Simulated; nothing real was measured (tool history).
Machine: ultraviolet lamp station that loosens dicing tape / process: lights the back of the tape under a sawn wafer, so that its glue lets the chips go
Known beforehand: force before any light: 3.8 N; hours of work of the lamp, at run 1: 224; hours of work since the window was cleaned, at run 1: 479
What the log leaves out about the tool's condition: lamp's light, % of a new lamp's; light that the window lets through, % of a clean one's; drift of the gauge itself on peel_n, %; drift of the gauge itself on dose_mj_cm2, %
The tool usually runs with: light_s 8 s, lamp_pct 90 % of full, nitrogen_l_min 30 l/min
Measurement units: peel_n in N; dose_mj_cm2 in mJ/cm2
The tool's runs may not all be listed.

run	hour	light_s	lamp_pct	nitrogen_l_min	hours of work of the lamp	hours of work since the window was cleaned	peel_n	dose_mj_cm2
1	0	8	90	30	224	479	0.186	293
2	4.1	8	90	30	226	481	0.189	290
3	14	12	90	30	232	487	0.154	432
4	19.7	12	90	30	235	490	0.156	436
5	26.1	12	90	30	239	494	0.146	438
6	34.1	12	90	30	244	499	0.157	433
7	38.2	12	90	30	246	501	0.157	436
8	48	12	90	30	252	506	0.146	434
9	56.3	12	90	30	256	511	0.146	439
10	62.3	6	62	30	260	515	0.487	149
11	67.9	6	62	30	263	518	0.466	150
12	72.4	8	79	30	266	520	0.208	256
13	79.3	8	100	26	270	524	0.174	324
14	89.1	5	60	29	275	530	0.687	124
15	97.1	5	60	29	280	535	0.696	121
16	104.6	5	60	29	284	539	0.688	121
# hour 108.8: window cleaned of glue's vapour
17	109.3	10	84	30	286	0	0.158	339
18	117.3	8	61	22	291	5	0.363	196

Each row is a separate what-if for the run after 18, all from the same tool condition, not one after another. Results?
A	124.5	5	70	14	295	9	?	?
B	124.5	12	83	11	295	9	?	?
C	124.5	5	85	30	295	9	?	?
D	124.5	8	69	30	295	9	?	?
E	124.5	8	69	30	295	9	?	?

run	peel_n	dose_mj_cm2
A	0.829	141
B	0.193	402
C	0.389	169
D	0.256	221
E	0.247	223
With the hidden condition removed and each run's random variation left untouched, the same runs would have given:
run	peel_n	dose_mj_cm2
A	0.828	141
B	0.193	402
C	0.388	169
D	0.256	221
E	0.247	224
